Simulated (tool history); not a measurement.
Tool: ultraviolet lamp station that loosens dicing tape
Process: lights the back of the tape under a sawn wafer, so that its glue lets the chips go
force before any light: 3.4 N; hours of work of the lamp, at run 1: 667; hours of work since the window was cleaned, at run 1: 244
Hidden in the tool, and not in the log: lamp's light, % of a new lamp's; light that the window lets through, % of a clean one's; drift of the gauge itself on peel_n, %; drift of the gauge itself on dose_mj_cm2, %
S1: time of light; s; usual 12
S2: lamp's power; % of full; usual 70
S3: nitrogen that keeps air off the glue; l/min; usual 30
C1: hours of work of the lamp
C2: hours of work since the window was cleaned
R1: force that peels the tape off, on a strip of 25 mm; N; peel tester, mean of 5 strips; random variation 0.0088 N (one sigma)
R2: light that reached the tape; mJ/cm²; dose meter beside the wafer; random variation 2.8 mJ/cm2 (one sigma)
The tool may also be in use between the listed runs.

run,day,S1,S2,S3,C1,C2,R1,R2
1,0,12,70,30,667,244,0.524,319
2,1.817,12,77,30,698,275,0.452,341
3,5.25,12,77,30,756,333,0.481,334
4,7.642,12,77,30,797,374,0.513,325
5,10.796,12,70,30,850,427,0.607,292
6,12.367,10,70,30,877,454,0.798,243
7,15.908,12,79,30,937,514,0.526,315
# day 17.721: window cleaned of glue's vapour
8,19.3,12,79,30,994,27,0.657,277
9,22.496,12,70,30,1048,81,0.809,238
10,25.729,12,70,30,1103,136,0.852,233
# day 28.771: window cleaned of glue's vapour, once more
11,28.771,12,70,30,1154,0,0.556,300
12,31.329,12,70,30,1197,43,0.584,301
13,33.346,12,70,30,1232,78,0.61,289
14,35.45,12,70,30,1267,113,0.651,286
15,38.933,12,70,30,1326,172,0.664,278
16,41.983,12,70,30,1378,224,0.678,271
17,44.125,12,70,30,1414,260,0.702,272
18,45.604,12,70,30,1439,285,0.72,265
# day 47.188: lamp changed
19,49.129,12,70,30,33,344,0.428,352
20,51.271,12,70,30,69,381,0.452,344
21,54.062,12,70,30,117,428,0.473,335
22,56.304,15,70,30,155,466,0.315,417
23,59.604,13,70,30,210,522,0.44,351
# day 60.808: window cleaned of glue's vapour
24,61.821,13,70,30,248,17,0.35,391
25,63.346,13,70,30,274,43,0.366,391
26,66.321,6,67,26,324,93,1.199,167
27,69.446,12,96,30,377,146,0.255,465
28,72.842,12,70,13,434,204,0.676,332
29,74.8,12,82,18,468,237,0.473,384
30,76.817,9,60,33,502,271,0.951,205
31,78.946,12,82,25,538,307,0.423,365
32,81.896,12,63,29,588,357,0.663,278
33,83.704,11,64,18,619,388,0.854,257
34,85.925,11,64,18,656,426,0.902,246
35,87.496,10,79,18,683,452,0.753,278
36,89.062,9,77,30,709,479,0.812,245
37,92.258,8,64,29,764,533,1.144,176
# day 92.779: window cleaned of glue's vapour
38,95.633,23,62,28,820,48,0.178,544
39,97.504,12,76,10,852,80,0.709,339
40,100.175,8,96,30,897,125,0.668,281
41,101.879,8,96,30,926,154,0.676,281
42,103.946,23,74,11,961,189,0.235,604
43,105.529,11,98,12,988,216,0.573,377
44,109.054,8,100,17,1048,276,0.813,274

How the hidden state differs across the entries between the runs, from the last listed run before each to the first after it:
Between runs 7 and 8: window cleaned of glue's vapour (day 17.721)
  lamp's light, % of a new lamp's: 82.3 -> 81.1; light that the window lets through, % of a clean one's: 87.3 -> 77.8
  measured less the result without the state, R1: +0.247 -> +0.369 N; R2: -123 -> -160 mJ/cm²
Between runs 10 and 11: window cleaned of glue's vapour, once more (day 28.771)
  lamp's light, % of a new lamp's: 79.2 -> 78.1; light that the window lets through, % of a clean one's: 75.1 -> 99.8
  measured less the result without the state, R1: +0.495 -> +0.204 N; R2: -158 -> -85 mJ/cm²
Between runs 18 and 19: lamp changed (day 47.188)
  lamp's light, % of a new lamp's: 73 -> 98.6; light that the window lets through, % of a clean one's: 93 -> 91.6
  measured less the result without the state, R1: +0.346 -> +0.073 N; R2: -125 -> -37 mJ/cm²
Between runs 23 and 24: window cleaned of glue's vapour (day 60.808)
  lamp's light, % of a new lamp's: 95.1 -> 94.4; light that the window lets through, % of a clean one's: 87.3 -> 98.9
  measured less the result without the state, R1: +0.134 -> +0.045 N; R2: -71 -> -28 mJ/cm²
Between runs 37 and 38: window cleaned of glue's vapour (day 92.779)
  lamp's light, % of a new lamp's: 84.8 -> 83.8; light that the window lets through, % of a clean one's: 86.5 -> 98.4
  measured less the result without the state, R1: +0.349 -> +0.058 N; R2: -63 -> -116 mJ/cm²
